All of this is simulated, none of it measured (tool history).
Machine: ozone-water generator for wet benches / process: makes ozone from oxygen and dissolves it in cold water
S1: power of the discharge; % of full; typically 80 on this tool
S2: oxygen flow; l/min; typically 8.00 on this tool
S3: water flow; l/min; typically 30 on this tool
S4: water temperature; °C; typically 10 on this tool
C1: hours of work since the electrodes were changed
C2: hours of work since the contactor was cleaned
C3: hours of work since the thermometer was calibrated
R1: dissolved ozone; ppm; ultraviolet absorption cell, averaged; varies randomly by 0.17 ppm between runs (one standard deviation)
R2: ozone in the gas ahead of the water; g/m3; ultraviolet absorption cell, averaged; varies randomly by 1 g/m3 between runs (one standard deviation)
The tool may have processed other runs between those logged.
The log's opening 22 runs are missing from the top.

{"run": 23, "day": 117.521, "S1": 53, "S2": 9.92, "S3": 45, "S4": 10, "C1": 7077, "C2": 1152, "C3": 1703, "R1": 10.8, "R2": 112.9}
{"run": 24, "day": 121.888, "S1": 66, "S2": 4.13, "S3": 22, "S4": 11, "C1": 7181, "C2": 1256, "C3": 1808, "R1": 22.6, "R2": 214.5}
{"run": 25, "day": 128.642, "S1": 66, "S2": 11.42, "S3": 22, "S4": 11, "C1": 7342, "C2": 1418, "C3": 1969, "R1": 21.8, "R2": 118.3}
{"run": 26, "day": 133.746, "S1": 80, "S2": 12.94, "S3": 22, "S4": 10, "C1": 7464, "C2": 1539, "C3": 2091, "R1": 24.7, "R2": 123.0}
{"run": 27, "day": 139.388, "S1": 90, "S2": 12.94, "S3": 22, "S4": 10, "C1": 7599, "C2": 1674, "C3": 2225, "R1": 26.6, "R2": 133.6}
{"run": 28, "day": 144.633, "S1": 69, "S2": 8.0, "S3": 30, "S4": 10, "C1": 7724, "C2": 1799, "C3": 2350, "R1": 18.3, "R2": 148.7}
{"run": 29, "day": 151.108, "S1": 69, "S2": 8.53, "S3": 30, "S4": 8, "C1": 7878, "C2": 1954, "C3": 2505, "R1": 18.6, "R2": 143.1}
{"run": 30, "day": 154.338, "S1": 80, "S2": 10.43, "S3": 34, "S4": 10, "C1": 7955, "C2": 2031, "C3": 2582, "R1": 17.9, "R2": 139.0}
{"run": 31, "day": 158.438, "S1": 80, "S2": 8.0, "S3": 26, "S4": 8, "C1": 8053, "C2": 2129, "C3": 2680, "R1": 23.2, "R2": 163.0}
{"run": 32, "day": 164.996, "S1": 48, "S2": 8.0, "S3": 25, "S4": 13, "C1": 8210, "C2": 2285, "C3": 2836, "R1": 16.2, "R2": 117.9}
{"run": 33, "day": 168.996, "S1": 56, "S2": 8.0, "S3": 37, "S4": 6, "C1": 8305, "C2": 2381, "C3": 2932, "R1": 13.6, "R2": 128.8}

Here are 4 independent what-if runs from the current tool condition. What would each one return?
{"run": "A", "day": 174.383, "S1": 90, "S2": 13.7, "S3": 30, "S4": 10, "C1": 8434, "C2": 2509, "C3": 3060, "R1": "?", "R2": "?"}
{"run": "B", "day": 174.383, "S1": 87, "S2": 9.73, "S3": 22, "S4": 10, "C1": 8434, "C2": 2509, "C3": 3060, "R1": "?", "R2": "?"}
{"run": "C", "day": 174.383, "S1": 45, "S2": 8.0, "S3": 37, "S4": 6, "C1": 8434, "C2": 2509, "C3": 3060, "R1": "?", "R2": "?"}
{"run": "D", "day": 174.383, "S1": 77, "S2": 6.92, "S3": 37, "S4": 6, "C1": 8434, "C2": 2509, "C3": 3060, "R1": "?", "R2": "?"}

run=A R1=20.8 R2=127.8
run=B R1=26.7 R2=151.3
run=C R1=11.6 R2=113.1
run=D R1=16.4 R2=171.8
What these runs would have given with no unlogged condition in the tool:
run=A R1=23.6 R2=142.9
run=B R1=30.1 R2=168.9
run=C R1=12.6 R2=121.1
run=D R1=18.4 R2=190.3
